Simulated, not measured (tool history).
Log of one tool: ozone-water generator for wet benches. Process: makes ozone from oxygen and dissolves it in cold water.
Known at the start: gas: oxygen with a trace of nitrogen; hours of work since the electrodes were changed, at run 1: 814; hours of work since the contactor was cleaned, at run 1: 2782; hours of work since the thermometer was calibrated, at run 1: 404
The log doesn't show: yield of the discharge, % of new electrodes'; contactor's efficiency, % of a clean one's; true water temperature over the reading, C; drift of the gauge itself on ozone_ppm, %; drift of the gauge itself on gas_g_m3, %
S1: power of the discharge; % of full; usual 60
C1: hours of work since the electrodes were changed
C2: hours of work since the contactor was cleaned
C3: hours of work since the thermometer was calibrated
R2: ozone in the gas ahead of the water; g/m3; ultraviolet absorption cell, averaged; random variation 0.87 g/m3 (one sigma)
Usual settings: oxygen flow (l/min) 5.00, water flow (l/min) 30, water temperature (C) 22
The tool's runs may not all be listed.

run 1 hour=0.0 | S1=60 oxygen_flow_(l/min)=5.00 water_flow_(l/min)=30 water_temperature_(C)=22 | C1=814 C2=2782 C3=404 | dissolved_ozone_(ppm)=12.3 R2=140.8
run 2 hour=27.2 | S1=60 oxygen_flow_(l/min)=5.00 water_flow_(l/min)=30 water_temperature_(C)=22 | C1=831 C2=2799 C3=421 | dissolved_ozone_(ppm)=12.3 R2=138.9
run 3 hour=53.0 | S1=60 oxygen_flow_(l/min)=5.00 water_flow_(l/min)=28 water_temperature_(C)=22 | C1=847 C2=2815 C3=437 | dissolved_ozone_(ppm)=13.0 R2=140.6
run 4 hour=94.1 | S1=68 oxygen_flow_(l/min)=5.00 water_flow_(l/min)=30 water_temperature_(C)=22 | C1=872 C2=2840 C3=463 | dissolved_ozone_(ppm)=13.5 R2=156.4
run 5 hour=141.1 | S1=70 oxygen_flow_(l/min)=5.00 water_flow_(l/min)=30 water_temperature_(C)=22 | C1=902 C2=2870 C3=492 | dissolved_ozone_(ppm)=13.8 R2=160.7
run 6 hour=183.1 | S1=70 oxygen_flow_(l/min)=4.76 water_flow_(l/min)=30 water_temperature_(C)=22 | C1=928 C2=2896 C3=518 | dissolved_ozone_(ppm)=14.0 R2=165.5
run 7 hour=219.9 | S1=70 oxygen_flow_(l/min)=4.76 water_flow_(l/min)=30 water_temperature_(C)=22 | C1=951 C2=2919 C3=541 | dissolved_ozone_(ppm)=14.0 R2=166.0
run 8 hour=249.2 | S1=70 oxygen_flow_(l/min)=4.76 water_flow_(l/min)=30 water_temperature_(C)=22 | C1=969 C2=2937 C3=559 | dissolved_ozone_(ppm)=13.8 R2=169.8
run 9 hour=279.7 | S1=70 oxygen_flow_(l/min)=4.76 water_flow_(l/min)=30 water_temperature_(C)=22 | C1=988 C2=2956 C3=578 | dissolved_ozone_(ppm)=13.9 R2=167.1
run 10 hour=307.3 | S1=60 oxygen_flow_(l/min)=4.03 water_flow_(l/min)=30 water_temperature_(C)=22 | C1=1005 C2=2973 C3=595 | dissolved_ozone_(ppm)=12.1 R2=159.5
run 11 hour=338.6 | S1=60 oxygen_flow_(l/min)=4.03 water_flow_(l/min)=30 water_temperature_(C)=22 | C1=1024 C2=2992 C3=614 | dissolved_ozone_(ppm)=11.9 R2=160.0
run 12 hour=371.6 | S1=60 oxygen_flow_(l/min)=4.03 water_flow_(l/min)=30 water_temperature_(C)=22 | C1=1045 C2=3013 C3=635 | dissolved_ozone_(ppm)=12.0 R2=160.1
run 13 hour=391.2 | S1=60 oxygen_flow_(l/min)=5.00 water_flow_(l/min)=30 water_temperature_(C)=22 | C1=1057 C2=3025 C3=647 | dissolved_ozone_(ppm)=12.3 R2=138.8
run 14 hour=433.1 | S1=60 oxygen_flow_(l/min)=5.00 water_flow_(l/min)=30 water_temperature_(C)=22 | C1=1083 C2=3051 C3=673 | dissolved_ozone_(ppm)=12.2 R2=138.6
run 15 hour=457.8 | S1=60 oxygen_flow_(l/min)=5.00 water_flow_(l/min)=30 water_temperature_(C)=22 | C1=1098 C2=3066 C3=688 | dissolved_ozone_(ppm)=12.1 R2=140.7
run 16 hour=481.0 | S1=60 oxygen_flow_(l/min)=5.00 water_flow_(l/min)=30 water_temperature_(C)=22 | C1=1113 C2=3081 C3=703 | dissolved_ozone_(ppm)=12.1 R2=138.5
run 17 hour=501.2 | S1=60 oxygen_flow_(l/min)=5.00 water_flow_(l/min)=30 water_temperature_(C)=22 | C1=1125 C2=3093 C3=715 | dissolved_ozone_(ppm)=12.2 R2=139.0

The next listed run, before its measurement:
run 18 hour=526.2 | S1=60 oxygen_flow_(l/min)=4.49 water_flow_(l/min)=20 water_temperature_(C)=22 | C1=1141 C2=3109 C3=731 | dissolved_ozone_(ppm)=? R2=?

{"run 18": {"dissolved ozone (ppm)": 16.8, "R2": 148.6}}
Without the tool's hidden state the same run would have given dissolved ozone (ppm) 17.5, R2 152.7 g/m3.
